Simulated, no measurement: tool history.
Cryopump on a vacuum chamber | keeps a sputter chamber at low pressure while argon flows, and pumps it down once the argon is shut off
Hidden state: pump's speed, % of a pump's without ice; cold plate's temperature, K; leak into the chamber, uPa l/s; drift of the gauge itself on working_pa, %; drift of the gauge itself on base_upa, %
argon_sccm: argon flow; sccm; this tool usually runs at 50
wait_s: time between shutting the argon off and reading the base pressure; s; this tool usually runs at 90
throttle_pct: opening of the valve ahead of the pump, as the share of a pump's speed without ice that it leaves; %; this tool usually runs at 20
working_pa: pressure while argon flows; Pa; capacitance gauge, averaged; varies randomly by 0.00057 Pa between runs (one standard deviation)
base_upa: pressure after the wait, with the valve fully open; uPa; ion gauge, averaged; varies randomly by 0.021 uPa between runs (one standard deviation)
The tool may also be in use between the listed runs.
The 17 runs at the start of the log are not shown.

run	day	argon_sccm	wait_s	throttle_pct	hours of work since the pump was warmed up and emptied	hours of work since the cold head was overhauled	hours of work since the chamber's fittings were tightened	working_pa	base_upa
18	54.854	24	90	35	918	918	569	0.0547	0.61
19	57.983	24	90	35	958	958	608	0.0554	0.62
20	60.592	47	23	18	991	991	642	0.2045	1.55
21	64.717	47	136	16	1043	1043	694	0.2291	0.60
22	67.425	47	136	16	1078	1078	728	0.2307	0.57
23	70.921	73	120	24	1122	1122	773	0.2431	0.66
24	73.417	73	120	24	1154	1154	804	0.2424	0.67
# day 74.375: pump warmed up, emptied and cooled again
25	75.612	73	120	24	16	1179	830	0.2330	0.62
26	79.679	73	120	24	67	1231	881	0.2335	0.61
27	82.483	97	96	33	103	1266	917	0.2275	0.65
28	86.288	72	96	28	151	1314	965	0.1983	0.71
29	88.404	66	90	20	178	1341	992	0.2541	0.74
30	92.654	66	90	20	232	1395	1046	0.2536	0.73
31	95.550	66	281	20	269	1432	1083	0.2540	0.57
32	99.158	99	50	27	315	1478	1129	0.2825	1.02
33	102.475	27	141	39	357	1520	1171	0.0543	0.69

3 options for the next run, each taken on its own from the tool as it stands now. Forecast them:
A	105.758	50	90	29	398	1562	1212	?	?
B	105.758	50	59	39	398	1562	1212	?	?
C	105.758	27	21	17	398	1562	1212	?	?

run	working_pa	base_upa
A	0.1337	0.83
B	0.1013	0.92
C	0.1220	1.86
The same runs, with their run-to-run variation unchanged, on a tool lacking any hidden condition would have given:
run	working_pa	base_upa
A	0.1302	0.47
B	0.0978	0.57
C	0.1201	1.50

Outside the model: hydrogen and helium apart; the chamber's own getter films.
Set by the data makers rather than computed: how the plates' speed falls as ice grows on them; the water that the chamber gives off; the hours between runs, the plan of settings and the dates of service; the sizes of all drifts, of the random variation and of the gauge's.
